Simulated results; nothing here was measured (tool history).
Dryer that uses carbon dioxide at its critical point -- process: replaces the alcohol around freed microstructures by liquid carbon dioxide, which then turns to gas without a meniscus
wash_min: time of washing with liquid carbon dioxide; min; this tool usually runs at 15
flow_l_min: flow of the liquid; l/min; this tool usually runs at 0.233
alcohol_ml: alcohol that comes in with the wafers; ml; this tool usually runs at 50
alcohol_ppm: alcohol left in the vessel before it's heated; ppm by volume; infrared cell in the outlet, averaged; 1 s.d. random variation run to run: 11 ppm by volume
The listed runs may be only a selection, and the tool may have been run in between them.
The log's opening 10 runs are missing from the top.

run,hour,wash_min,flow_l_min,alcohol_ml,alcohol_ppm
11,193.4,15,0.242,50,976
12,217.9,15,0.233,50,1172
# hour 240.4: inlet filter changed
13,241.2,15,0.233,50,683
14,258.4,18,0.233,50,277
15,279.8,15,0.233,50,724
16,303.5,15,0.233,50,754
17,325.8,15,0.233,50,768
18,338,15,0.233,50,808
19,359.8,12,0.268,36,850
20,376.1,13,0.268,65,1059
21,391.1,15,0.241,50,693
22,401.6,18,0.352,82,50
23,415.2,18,0.352,82,59
24,439.4,18,0.352,82,49
25,459.7,23,0.325,59,31
26,477.6,23,0.325,59,32
27,497.1,15,0.164,50,3762
28,507.7,15,0.164,50,3775
29,524.4,15,0.164,50,3869
30,545.7,15,0.164,50,3848
31,563.8,15,0.164,50,4012
32,585.2,15,0.233,23,503
33,602.1,15,0.233,23,518

Estimate the outcome of run 34 from the log above:
34,622.2,18,0.233,38,?

Run 34 came out at alcohol_ppm 361 ppm by volume.
On a tool with no hidden condition, and with the same random variation, this run would have come out at alcohol_ppm 193 ppm by volume.
